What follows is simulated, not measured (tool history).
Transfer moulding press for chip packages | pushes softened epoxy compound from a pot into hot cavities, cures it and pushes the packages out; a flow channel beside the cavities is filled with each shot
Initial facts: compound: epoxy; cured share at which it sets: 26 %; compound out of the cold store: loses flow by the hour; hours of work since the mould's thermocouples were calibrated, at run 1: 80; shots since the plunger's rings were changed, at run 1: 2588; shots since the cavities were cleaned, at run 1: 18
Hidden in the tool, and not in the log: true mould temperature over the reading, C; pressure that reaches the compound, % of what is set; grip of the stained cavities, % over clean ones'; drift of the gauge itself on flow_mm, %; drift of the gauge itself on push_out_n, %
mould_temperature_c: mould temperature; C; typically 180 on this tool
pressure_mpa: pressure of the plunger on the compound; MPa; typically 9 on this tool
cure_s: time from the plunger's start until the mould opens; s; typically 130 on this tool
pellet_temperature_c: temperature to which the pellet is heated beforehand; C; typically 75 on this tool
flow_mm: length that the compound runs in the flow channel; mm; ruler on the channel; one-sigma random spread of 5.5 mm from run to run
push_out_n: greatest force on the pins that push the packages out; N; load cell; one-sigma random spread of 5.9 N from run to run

run,hour,mould_temperature_c,pressure_mpa,cure_s,pellet_temperature_c,hours of work since the mould's thermocouples were calibrated,shots since the plunger's rings were changed,shots since the cavities were cleaned,incoming compound's hours out of the cold store,flow_mm,push_out_n
1,0,180,9,130,75,80,2588,18,47.8,861,233
2,13,180,9,130,70,87,2696,126,16.9,943,290
3,29.3,180,9,130,70,96,2832,262,27.5,900,330
4,43.8,180,9,130,70,104,2953,383,28.3,908,373
5,62.1,180,9,130,75,114,3105,535,21.7,926,409
6,74.3,180,8.87,130,75,121,3207,637,31.6,890,424
# hour 79.1: cavities cleaned with cleaning compound and waxed
7,85.5,180,9,130,75,126,3288,54,33.5,879,262
8,97.8,176,9,130,75,133,3391,157,47.6,861,346
9,113.9,176,9,130,75,142,3524,290,10.6,954,427
10,129.9,180,9,130,75,151,3658,424,8,945,405
11,138.4,180,9,130,75,155,3729,495,42.2,844,408
# hour 156.5: plunger's sealing rings changed
12,157.4,180,9,130,85,164,7,632,28.3,947,433
# hour 162.9: cavities cleaned with cleaning compound and waxed
13,174.3,180,9,130,85,173,136,95,11.7,991,279
14,192.5,180,9,130,85,183,287,246,12.5,1000,352
15,204.2,176,9,127,85,189,385,344,17.8,994,453
16,214.4,188,9,130,75,195,470,429,9.4,962,365
17,230.3,187,9,124,75,203,603,562,21.3,927,383
# hour 244.8: cavities cleaned with cleaning compound and waxed
18,249.2,180,10.83,143,75,213,748,37,40.2,997,233
19,260,180,9,129,75,219,838,127,45.4,896,303
20,269.2,180,9,129,75,224,915,204,17.4,965,340
21,277.5,180,9,129,75,228,984,273,10.5,988,350
22,293.7,180,9,129,75,237,1119,408,8.8,982,406
23,302.6,181,10.36,130,77,242,1193,482,37.5,961,395
24,320.7,181,10.36,130,77,252,1344,633,31.5,991,406
# hour 327.1: cavities cleaned with cleaning compound and waxed
25,340,182,9.67,157,72,262,1493,108,31.6,936,264
26,354.9,182,9.67,157,72,270,1616,231,22.8,958,305
27,370.6,176,9,126,75,278,1748,363,34.4,926,466
28,383.4,180,8.06,144,84,285,1855,470,30.8,859,375

Take each entry between the runs: how does the hidden state at the last listed run before it differ from the hidden state at the first listed run after it?
Between runs 6 and 7: cavities cleaned with cleaning compound and waxed (hour 79.1)
  true mould temperature over the reading, C: -0.29 -> -0.3; pressure that reaches the compound, % of what is set: 89.16 -> 88.87; grip of the stained cavities, % over clean ones': 96.6 -> 17.8
  difference, measured minus the result without the unlogged condition, flow_mm: -51 -> -52 mm; push_out_n: +209 -> +41 N
Between runs 11 and 12: plunger's sealing rings changed (hour 156.5)
  true mould temperature over the reading, C: -0.34 -> -0.36; pressure that reaches the compound, % of what is set: 87.27 -> 99.73; grip of the stained cavities, % over clean ones': 87.6 -> 97
  difference, measured minus the result without the unlogged condition, flow_mm: -58 -> +0 mm; push_out_n: +193 -> +214 N
Between runs 12 and 13: cavities cleaned with cleaning compound and waxed (hour 162.9)
  true mould temperature over the reading, C: -0.36 -> -0.37; pressure that reaches the compound, % of what is set: 99.73 -> 99.3; grip of the stained cavities, % over clean ones': 97 -> 30.7
  difference, measured minus the result without the unlogged condition, flow_mm: +0 -> -2 mm; push_out_n: +214 -> +68 N
Between runs 17 and 18: cavities cleaned with cleaning compound and waxed (hour 244.8)
  true mould temperature over the reading, C: -0.42 -> -0.43; pressure that reaches the compound, % of what is set: 97.66 -> 97.16; grip of the stained cavities, % over clean ones': 93 -> 12.4
  difference, measured minus the result without the unlogged condition, flow_mm: -10 -> -12 mm; push_out_n: +184 -> +27 N
Between runs 24 and 25: cavities cleaned with cleaning compound and waxed (hour 327.1)
  true mould temperature over the reading, C: -0.49 -> -0.51; pressure that reaches the compound, % of what is set: 95.17 -> 94.66; grip of the stained cavities, % over clean ones': 97.4 -> 30.8
  difference, measured minus the result without the unlogged condition, flow_mm: -23 -> -24 mm; push_out_n: +203 -> +61 N
